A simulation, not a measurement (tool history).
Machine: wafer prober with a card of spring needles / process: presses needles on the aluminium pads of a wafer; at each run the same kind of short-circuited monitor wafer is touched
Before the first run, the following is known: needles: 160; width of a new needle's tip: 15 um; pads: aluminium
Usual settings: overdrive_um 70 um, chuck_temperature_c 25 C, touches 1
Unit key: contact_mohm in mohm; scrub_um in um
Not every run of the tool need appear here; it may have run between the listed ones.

run,hour,overdrive_um,chuck_temperature_c,touches,contact_mohm,scrub_um
1,0,70,25,1,359,19.13
# hour 3.9: tips cleaned on abrasive film
# hour 16.1: tips cleaned on abrasive film
# hour 27.1: tips cleaned on abrasive film
# hour 39.1: tips cleaned on abrasive film
2,42.6,70,32,1,330,19.05
# hour 51.6: tips cleaned on abrasive film
# hour 63.3: tips cleaned on abrasive film
3,66.1,70,25,2,302,19.05
# hour 73.6: tips cleaned on abrasive film
# hour 84.6: tips cleaned on abrasive film
# hour 94.6: tips cleaned on abrasive film
# hour 106.6: tips cleaned on abrasive film
4,108,70,25,3,285,18.96
# hour 117.7: tips cleaned on abrasive film
# hour 128: tips cleaned on abrasive film
5,137.8,70,25,3,309,19
# hour 139.7: tips cleaned on abrasive film
# hour 149.7: tips cleaned on abrasive film
# hour 162.1: tips cleaned on abrasive film
6,170.2,70,25,3,307,18.91
# hour 172.2: tips cleaned on abrasive film
# hour 184.6: tips cleaned on abrasive film
# hour 194.6: tips cleaned on abrasive film
7,195.3,70,25,3,276,18.91
# hour 204.8: tips cleaned on abrasive film
# hour 216.2: tips cleaned on abrasive film
# hour 228.5: tips cleaned on abrasive film
8,230.5,70,25,1,314,18.87
# hour 240.5: tips cleaned on abrasive film
# hour 251.7: tips cleaned on abrasive film
# hour 261.7: tips cleaned on abrasive film
9,267.9,70,66,1,360,18.87
# hour 272.5: tips cleaned on abrasive film
# hour 284.6: tips cleaned on abrasive film
# hour 296.3: tips cleaned on abrasive film
# hour 296.6: height of the first contact set anew
10,298,70,25,1,299,19.18
# hour 306.9: tips cleaned on abrasive film
# hour 318: tips cleaned on abrasive film
11,318,70,25,1,285,19.2
# hour 329.5: tips cleaned on abrasive film
# hour 339.5: tips cleaned on abrasive film
# hour 351.9: tips cleaned on abrasive film
12,358.7,70,25,1,355,19.16
# hour 363.2: tips cleaned on abrasive film
# hour 375.1: tips cleaned on abrasive film
13,376.2,70,25,1,297,19.17
# hour 386.2: tips cleaned on abrasive film
# hour 396.2: tips cleaned on abrasive film
14,400.8,70,25,1,348,19.1
# hour 408.3: tips cleaned on abrasive film
# hour 419.9: tips cleaned on abrasive film
15,420.4,70,25,1,289,19.12
# hour 432.1: tips cleaned on abrasive film
# hour 444.4: tips cleaned on abrasive film
# hour 456.6: tips cleaned on abrasive film
16,462.7,86,40,2,308,23.44
# hour 467.6: tips cleaned on abrasive film
# hour 478.8: tips cleaned on abrasive film
# hour 490.7: tips cleaned on abrasive film
17,495.3,86,40,2,304,23.42
# hour 502.8: tips cleaned on abrasive film
# hour 512.8: tips cleaned on abrasive film
18,515,70,83,1,324,19.01
# hour 524.7: tips cleaned on abrasive film
# hour 536.5: tips cleaned on abrasive film
# hour 548.4: tips cleaned on abrasive film
19,554.9,70,28,1,359,19
# hour 558.8: tips cleaned on abrasive film
# hour 570.9: tips cleaned on abrasive film
# hour 583.3: tips cleaned on abrasive film
# hour 594.2: tips cleaned on abrasive film
20,594.6,70,28,1,289,18.97
# hour 604.6: tips cleaned on abrasive film
# hour 616.6: tips cleaned on abrasive film
21,616.6,65,60,1,302,17.55
# hour 627.5: tips cleaned on abrasive film
22,634.1,65,60,1,389,17.55
# hour 639.1: tips cleaned on abrasive film
# hour 651: tips cleaned on abrasive film
23,658.5,65,60,1,376,17.5
# hour 662.5: tips cleaned on abrasive film
# hour 674.4: tips cleaned on abrasive film
# hour 686.4: tips cleaned on abrasive film
# hour 697.4: tips cleaned on abrasive film
24,697.4,85,97,1,296,23
# hour 707.4: tips cleaned on abrasive film
# hour 712.7: height of the first contact set anew
# hour 719.8: tips cleaned on abrasive film
25,726,85,97,1,348,23.36
# hour 731.1: tips cleaned on abrasive film
# hour 742.5: tips cleaned on abrasive film
26,751.2,77,87,1,373,21.07
# hour 753: tips cleaned on abrasive film
# hour 763: tips cleaned on abrasive film
# hour 774.2: tips cleaned on abrasive film
27,779,90,25,1,315,24.68
# hour 785.2: tips cleaned on abrasive film
# hour 797.3: tips cleaned on abrasive film
# hour 809.3: tips cleaned on abrasive film
28,809.3,90,96,1,294,24.64
# hour 821.5: tips cleaned on abrasive film
# hour 833.5: tips cleaned on abrasive film
29,839.5,70,72,1,361,19.15

4 options for the next run, each taken on its own from the tool as it stands now. Forecast them:
# hour 844.6: tips cleaned on abrasive film
# hour 855.9: tips cleaned on abrasive film
A,864.4,70,85,2,?,?
# hour 844.6: tips cleaned on abrasive film
# hour 855.9: tips cleaned on abrasive film
B,864.4,60,72,1,?,?
# hour 844.6: tips cleaned on abrasive film
# hour 855.9: tips cleaned on abrasive film
C,864.4,73,25,1,?,?
# hour 844.6: tips cleaned on abrasive film
# hour 855.9: tips cleaned on abrasive film
D,864.4,65,25,1,?,?

run,contact_mohm,scrub_um
A,354,19.11
B,428,16.35
C,377,19.95
D,400,17.68
Without the tool's hidden state the same runs would have given:
run,contact_mohm,scrub_um
A,290,19.25
B,287,16.49
C,271,20.09
D,269,17.82
